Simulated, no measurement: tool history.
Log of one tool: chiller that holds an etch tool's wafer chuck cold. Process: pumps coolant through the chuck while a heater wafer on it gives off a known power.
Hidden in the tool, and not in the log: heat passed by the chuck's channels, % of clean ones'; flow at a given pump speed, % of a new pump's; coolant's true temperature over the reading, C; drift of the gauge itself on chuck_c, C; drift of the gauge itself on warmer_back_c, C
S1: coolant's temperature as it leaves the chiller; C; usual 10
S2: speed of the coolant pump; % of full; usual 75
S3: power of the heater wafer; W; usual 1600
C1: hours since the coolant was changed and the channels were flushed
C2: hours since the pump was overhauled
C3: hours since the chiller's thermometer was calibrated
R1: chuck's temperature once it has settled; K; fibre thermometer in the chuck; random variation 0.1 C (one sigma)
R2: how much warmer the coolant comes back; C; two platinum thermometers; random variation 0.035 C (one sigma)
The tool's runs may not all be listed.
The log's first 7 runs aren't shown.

Run 8, hour 308.4: usual settings but S1 2 C; C1 677; C2 1571; C3 4841. Result: R1 295.45 K, R2 5.77 C.
Run 9, hour 352.6: usual settings but S1 2 C; C1 722; C2 1616; C3 4885. Result: R1 295.35 K, R2 5.82 C.
Run 10, hour 385.7: usual settings but S1 3 C; C1 755; C2 1649; C3 4919. Result: R1 296.45 K, R2 5.81 C.
At hour 389.5: chiller's thermometer calibrated.
Run 11, hour 447: usual settings but S1 3 C; C1 815; C2 1709; C3 58. Result: R1 295.85 K, R2 5.83 C.
Run 12, hour 489.4: usual settings but S1 3 C; C1 857; C2 1752; C3 100. Result: R1 295.65 K, R2 5.87 C.
Run 13, hour 523.8: usual settings but S1 3 C; C1 892; C2 1786; C3 134. Result: R1 295.85 K, R2 5.84 C.
Run 14, hour 569.2: usual settings; C1 937; C2 1831; C3 180. Result: R1 302.85 K, R2 5.78 C.
Run 15, hour 597.1: usual settings; C1 965; C2 1859; C3 208. Result: R1 303.05 K, R2 5.83 C.
Run 16, hour 622.1: usual settings; C1 990; C2 1884; C3 233. Result: R1 302.95 K, R2 5.83 C.
Run 17, hour 668.3: usual settings but S1 11 C, S2 66 % of full, S3 992 W; C1 1036; C2 1930; C3 279. Result: R1 297.75 K, R2 4.13 C.
Run 18, hour 719.6: usual settings but S1 8 C, S2 66 % of full, S3 2029 W; C1 1088; C2 1982; C3 330. Result: R1 309.05 K, R2 8.38 C.
Run 19, hour 754.7: usual settings but S1 2 C, S2 99 % of full; C1 1123; C2 2017; C3 365. Result: R1 291.15 K, R2 4.45 C.
Run 20, hour 810.7: usual settings but S2 73 % of full; C1 1179; C2 2073; C3 421. Result: R1 303.65 K, R2 6.04 C.
Run 21, hour 861.8: usual settings but S2 73 % of full, S3 1705 W; C1 1230; C2 2124; C3 472. Result: R1 304.95 K, R2 6.43 C.
Run 22, hour 894.2: usual settings but S1 11 C, S3 877 W; C1 1262; C2 2156; C3 505. Result: R1 295.15 K, R2 3.22 C.
Run 23, hour 920.5: usual settings but S1 11 C, S3 877 W; C1 1288; C2 2183; C3 531. Result: R1 295.25 K, R2 3.18 C.
Run 24, hour 963.6: usual settings but S1 11 C, S3 877 W; C1 1332; C2 2226; C3 574. Result: R1 295.25 K, R2 3.21 C.
Run 25, hour 1005.1: usual settings but S1 11 C, S2 94 % of full, S3 1257 W; C1 1373; C2 2267; C3 616. Result: R1 297.45 K, R2 3.72 C.
Run 26, hour 1055.3: usual settings but S1 19 C, S2 85 % of full, S3 1035 W; C1 1423; C2 2317; C3 666. Result: R1 304.05 K, R2 3.4 C.

The next listed run, before its measurement:
Run 27, hour 1089.5: usual settings but S1 19 C, S2 85 % of full, S3 1035 W; C1 1457; C2 2352; C3 700. Result: R1 ?, R2 ?.

R1: 304.05 K
R2: 3.39 C
Without the tool's hidden state the same run would have given R1 303.25 K, R2 3.28 C.
